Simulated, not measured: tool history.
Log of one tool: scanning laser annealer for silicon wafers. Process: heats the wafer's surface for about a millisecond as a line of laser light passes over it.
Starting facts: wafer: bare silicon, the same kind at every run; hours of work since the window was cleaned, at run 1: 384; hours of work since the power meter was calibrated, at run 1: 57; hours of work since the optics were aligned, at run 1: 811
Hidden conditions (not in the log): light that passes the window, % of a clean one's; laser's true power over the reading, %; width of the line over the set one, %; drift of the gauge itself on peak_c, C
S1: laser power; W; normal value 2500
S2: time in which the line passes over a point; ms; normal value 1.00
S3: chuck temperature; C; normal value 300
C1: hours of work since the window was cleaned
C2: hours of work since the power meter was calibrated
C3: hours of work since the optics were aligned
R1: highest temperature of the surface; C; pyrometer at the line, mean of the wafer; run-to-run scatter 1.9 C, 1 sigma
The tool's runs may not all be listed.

run	hour	S1	S2	S3	C1	C2	C3	R1
1	0.0	2500	1.00	300	384	57	811	1088
2	7.6	2500	1.19	300	389	62	816	1159
3	14.9	2500	1.00	300	393	66	821	1092
4	24.0	2500	1.13	300	399	72	827	1138
5	29.3	2500	1.13	300	402	75	830	1135
6	34.2	2500	1.13	300	405	78	833	1137
7	40.6	2500	1.00	300	409	83	837	1087
8	45.9	2500	1.00	300	413	86	840	1087
9	53.1	2500	1.00	300	417	90	845	1091
10	58.9	2500	0.83	300	421	94	849	1017
11	63.4	2500	0.83	300	424	97	851	1022
12	68.3	2272	1.00	291	427	100	855	990
13	72.6	2560	1.00	327	430	103	857	1139
14	79.6	2560	1.00	327	434	107	862	1138
15	83.6	2177	0.78	285	436	110	864	874
16	90.0	2177	0.78	285	440	114	868	876
17	95.1	2178	1.00	300	444	117	871	964
18	99.9	2347	0.90	296	447	120	874	990
19	103.9	2673	0.90	328	449	122	877	1144
20	113.1	2295	1.00	300	455	128	883	1010
21	120.6	2295	1.01	304	460	133	887	1016

Alternative continuations, all from the tool just after run 21; predict every row:
# hour 123.4: window over the wafer cleaned
A	130.9	2476	0.96	304	5	138	893	?
# hour 123.4: window over the wafer cleaned
B	130.9	2500	0.75	300	5	138	893	?
# hour 123.4: window over the wafer cleaned
C	130.9	2500	1.00	286	5	138	893	?
# hour 123.4: window over the wafer cleaned
D	130.9	2202	1.00	300	5	138	893	?
# hour 123.4: window over the wafer cleaned
E	130.9	2454	0.76	310	5	138	893	?

run	R1
A	1065
B	985
C	1074
D	974
E	985
The same runs, with their run-to-run variation unchanged, on a tool lacking any hidden condition would have given:
run	R1
A	1065
B	986
C	1075
D	975
E	985
